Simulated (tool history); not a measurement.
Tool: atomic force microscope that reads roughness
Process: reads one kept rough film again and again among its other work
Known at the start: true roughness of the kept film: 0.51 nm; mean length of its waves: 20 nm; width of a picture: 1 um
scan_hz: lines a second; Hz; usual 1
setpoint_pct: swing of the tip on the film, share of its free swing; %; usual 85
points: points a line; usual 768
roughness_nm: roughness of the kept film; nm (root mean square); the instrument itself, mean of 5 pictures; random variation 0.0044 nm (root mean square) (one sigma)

run,hour,scan_hz,setpoint_pct,points,roughness_nm
1,0,1,85,768,0.448
2,38.1,2.43,85,768,0.405
3,83.2,2.43,85,768,0.408
4,129,2.43,85,768,0.389
5,171.2,2.43,85,768,0.391
# hour 212.3: new tip fitted
6,236.5,0.75,85,768,0.454
7,275,0.75,85,768,0.45
8,303.1,1,85,768,0.434
9,334.4,1,85,768,0.44
10,388.8,1,59,768,0.449
# hour 428.7: new tip fitted
11,448.6,1,59,390,0.466
12,489.3,1,59,390,0.463
13,529.5,1,59,390,0.456
# hour 535.8: height scale calibrated on a step standard
14,563.6,3.36,70,495,0.414
15,622.2,1.82,71,733,0.436
# hour 649.5: new tip fitted
16,672.6,1.03,65,733,0.461
17,719.8,0.8,82,768,0.448
18,763.9,0.94,82,768,0.436
19,811.8,0.59,82,326,0.439
# hour 868.8: new tip fitted
# hour 880.1: height scale calibrated on a step standard, once more
20,880.1,0.57,90,768,0.464
21,918.3,0.51,90,768,0.469
22,986.9,2.49,90,768,0.387
23,1047.7,1.41,85,768,0.423

Forecast each of these 3 alternatives for the next run:
A,1077.7,3.86,85,768,?
B,1077.7,1.41,69,435,?
C,1077.7,1.41,58,673,?

run,roughness_nm
A,0.352
B,0.441
C,0.455
Without the tool's hidden state the same runs would have given:
run,roughness_nm
A,0.373
B,0.467
C,0.481
